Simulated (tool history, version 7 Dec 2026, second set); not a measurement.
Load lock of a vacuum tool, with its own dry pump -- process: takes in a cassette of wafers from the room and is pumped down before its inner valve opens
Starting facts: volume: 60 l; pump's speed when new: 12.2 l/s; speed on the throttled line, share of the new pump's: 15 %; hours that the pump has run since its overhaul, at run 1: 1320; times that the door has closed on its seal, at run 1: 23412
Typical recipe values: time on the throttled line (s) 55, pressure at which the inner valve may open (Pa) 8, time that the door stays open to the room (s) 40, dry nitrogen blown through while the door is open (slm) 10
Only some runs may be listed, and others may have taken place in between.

run      day  time on the throttled line (s)  pressure at which the inner valve may open (Pa)  time that the door stays open to the room (s)  dry nitrogen blown through while the door is open (slm)  hours that the pump has run since its overhaul  times that the door has closed on its seal  incoming humidity of the room's air, %  time from the closed door until the inner valve may open (s)  rise of the pressure with all valves shut (Pa/min)
  1    0.000                              55                                                8                                             40                                                       10                                            1320                                       23412                                    43.7                                                          94.0                                               0.151
  2   12.904                              55                                                8                                             40                                                       10                                            1630                                       24880                                    44.5                                                          95.2                                               0.154
  3   20.779                              55                                                8                                            190                                                       10                                            1819                                       25775                                    48.9                                                          95.2                                               0.200
  4   32.512                              55                                                8                                            134                                                       10                                            2100                                       27110                                    45.0                                                          95.6                                               0.204
  5   38.196                              55                                                8                                            134                                                       10                                            2237                                       27756                                    49.4                                                          95.3                                               0.210
  6   44.854                              55                                                8                                            134                                                       10                                            2396                                       28514                                    42.7                                                          94.7                                               0.198
  7   54.771                              55                                                8                                            134                                                       10                                            2634                                       29642                                    43.4                                                          95.4                                               0.218
  8   65.696                              55                                                8                                            128                                                       10                                            2897                                       30884                                    42.8                                                          94.5                                               0.223
  9   76.996                              55                                                8                                            128                                                       10                                            3168                                       32170                                    46.8                                                          96.2                                               0.236
 10   83.338                              55                                                8                                            128                                                       10                                            3320                                       32891                                    45.8                                                          95.2                                               0.244
 11   89.404                              55                                                8                                            128                                                       10                                            3466                                       33581                                    45.4                                                          96.6                                               0.254
 12   98.771                              55                                                8                                            128                                                       10                                            3690                                       34646                                    43.6                                                          95.4                                               0.255
 13  110.458                              55                                                8                                            128                                                       10                                            3971                                       35976                                    42.9                                                          95.2                                               0.268
 14  120.800                              55                                                8                                            128                                                       10                                            4219                                       37152                                    44.5                                                          95.8                                               0.286
 15  132.150                              55                                               13                                             40                                                       10                                            4491                                       38443                                    43.8                                                          93.8                                               0.279
 16  138.888                              52                                               13                                             40                                                        5                                            4653                                       39210                                    46.6                                                          91.6                                               0.287
 17  145.725                              58                                                8                                             40                                                       10                                            4817                                       39987                                    47.4                                                          98.3                                               0.297

Branching from run 17: 3 alternative next runs. What would each branch give?
  A  153.546                              37                                               10                                             40                                                       11                                            5005                                       40877                                    42.9                                                             ?                                                   ?
  B  153.546                              74                                                8                                             40                                                        9                                            5005                                       40877                                    44.5                                                             ?                                                   ?
  C  153.546                              58                                               11                                             77                                                       25                                            5005                                       40877                                    42.9                                                             ?                                                   ?

run  time from the closed door until the inner valve may open (s)  rise of the pressure with all valves shut (Pa/min)
  A                                                          80.1                                               0.305
  B                                                         111.1                                               0.300
  C                                                          97.5                                               0.303
What these runs would have given with no unlogged condition in the tool:
run  time from the closed door until the inner valve may open (s)  rise of the pressure with all valves shut (Pa/min)
  A                                                          76.9                                               0.035
  B                                                         108.3                                               0.028
  C                                                          94.7                                               0.026
